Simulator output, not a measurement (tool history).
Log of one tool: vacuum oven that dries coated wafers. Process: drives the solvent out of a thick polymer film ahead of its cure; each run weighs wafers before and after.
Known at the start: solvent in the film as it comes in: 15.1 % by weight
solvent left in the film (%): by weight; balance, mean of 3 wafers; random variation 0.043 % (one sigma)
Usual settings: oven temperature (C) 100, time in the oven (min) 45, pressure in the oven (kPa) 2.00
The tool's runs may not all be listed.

run	hour	oven temperature (C)	time in the oven (min)	pressure in the oven (kPa)	solvent left in the film (%)
1	0.0	100	45	2.00	2.15
2	8.3	100	45	2.00	2.19
3	18.1	100	45	2.00	2.19
4	35.1	100	45	2.00	2.13
5	49.6	102	45	2.00	1.95
6	65.7	100	45	2.00	2.09
7	75.8	100	45	2.00	2.10
8	88.4	114	45	2.00	1.07
9	97.0	114	31	2.00	1.35
10	113.6	113	45	2.00	1.10
11	128.3	113	45	2.00	1.16
12	144.6	113	45	2.00	1.09
13	155.3	100	67	2.00	1.84
14	167.4	100	25	2.00	3.67
15	184.2	100	45	3.15	3.17
16	197.0	100	45	3.15	3.14
17	209.8	100	45	3.15	3.13
18	226.7	100	45	3.15	3.19
19	237.1	100	38	3.15	3.43
20	251.6	100	38	3.15	3.39
21	260.4	100	38	3.15	3.44
22	269.7	100	45	2.00	2.27
# hour 272.0: vacuum gauge cleaned of residue and calibrated
23	282.4	100	45	2.00	2.31
24	297.6	100	62	2.08	1.87

Forecast run 25:
# hour 308.7: vacuum gauge cleaned of residue and calibrated, once more
25	310.3	100	53	4.27	?

Run 25 gave solvent left in the film (%) 3.83.
Without the tool's hidden state the same run would have given solvent left in the film (%) 3.72.

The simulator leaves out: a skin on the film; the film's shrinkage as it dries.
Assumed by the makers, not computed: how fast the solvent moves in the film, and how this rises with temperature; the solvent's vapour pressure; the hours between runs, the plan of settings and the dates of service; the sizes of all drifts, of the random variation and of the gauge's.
